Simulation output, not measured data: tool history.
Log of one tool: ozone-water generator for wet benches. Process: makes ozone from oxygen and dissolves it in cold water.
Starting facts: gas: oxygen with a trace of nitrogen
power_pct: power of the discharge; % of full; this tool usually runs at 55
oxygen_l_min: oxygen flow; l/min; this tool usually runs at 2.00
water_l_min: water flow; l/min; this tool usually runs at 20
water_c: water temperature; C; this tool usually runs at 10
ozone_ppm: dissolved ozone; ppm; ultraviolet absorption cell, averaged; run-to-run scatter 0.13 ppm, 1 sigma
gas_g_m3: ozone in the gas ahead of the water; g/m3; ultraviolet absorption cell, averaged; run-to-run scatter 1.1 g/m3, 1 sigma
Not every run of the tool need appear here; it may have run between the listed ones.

run,hour,power_pct,oxygen_l_min,water_l_min,water_c,ozone_ppm,gas_g_m3
1,0.0,55,2.00,20,10,11.0,163.4
2,78.8,55,2.00,29,10,7.8,163.9
# hour 246.0: contactor cleaned
3,252.4,99,2.00,20,10,16.3,242.3
4,336.1,55,2.00,20,8,11.3,163.7
5,441.4,55,3.52,20,10,13.8,133.7
6,513.3,55,3.52,20,10,13.8,132.6
7,674.6,55,3.52,31,10,9.4,132.4
8,749.7,55,2.00,20,10,10.8,163.2
# hour 809.7: contactor cleaned, once more
9,883.8,55,2.04,20,10,11.4,160.4
10,1051.0,55,2.04,20,10,11.2,158.1
11,1210.2,55,2.04,20,10,11.1,158.9
12,1353.7,55,2.04,20,10,11.0,157.5
13,1431.7,55,2.04,20,10,11.0,157.9
14,1577.4,55,2.00,20,5,11.3,158.3
15,1741.2,55,2.00,20,5,11.0,157.2
16,1823.3,55,2.00,20,5,11.4,159.1
17,1970.9,55,2.00,20,5,11.0,157.5
18,2113.7,55,2.00,20,5,11.0,154.4
19,2246.0,92,1.68,20,5,14.1,230.1
20,2407.7,92,1.68,20,5,14.1,228.4
21,2549.7,87,2.00,20,6,14.6,206.1
22,2618.6,79,2.00,18,7,14.7,192.8
23,2752.9,46,2.46,16,10,12.6,126.8
24,2826.9,46,2.46,16,10,12.5,127.3
# hour 2909.8: water thermometer calibrated
25,2988.3,46,2.46,16,10,12.1,126.5
26,3103.3,46,2.46,16,10,12.4,125.3
27,3191.8,55,2.00,20,17,9.9,151.5
28,3354.4,60,2.75,31,7,8.6,140.5
29,3522.0,55,1.46,20,10,9.0,168.3
30,3680.0,54,1.23,32,15,4.9,177.3
31,3770.8,54,1.23,32,15,4.9,176.6
32,3890.6,66,1.24,20,10,9.2,197.9
33,3968.6,80,2.00,20,12,12.7,185.5

Consider 4 possible next runs. They are alternatives, not a sequence: every one starts from the tool as it was left by run 33. What does each give?
A,4067.8,51,3.22,20,8,?,?
B,4067.8,55,2.00,23,10,?,?
C,4067.8,80,2.02,18,9,?,?
D,4067.8,55,2.08,17,7,?,?

run,ozone_ppm,gas_g_m3
A,12.0,120.3
B,9.0,149.4
C,14.1,186.7
D,12.0,145.4
Take away the tool's hidden state, keep each run's random variation, and the runs would have read:
run,ozone_ppm,gas_g_m3
A,14.9,147.7
B,11.4,186.0
C,19.0,248.8
D,15.1,181.1
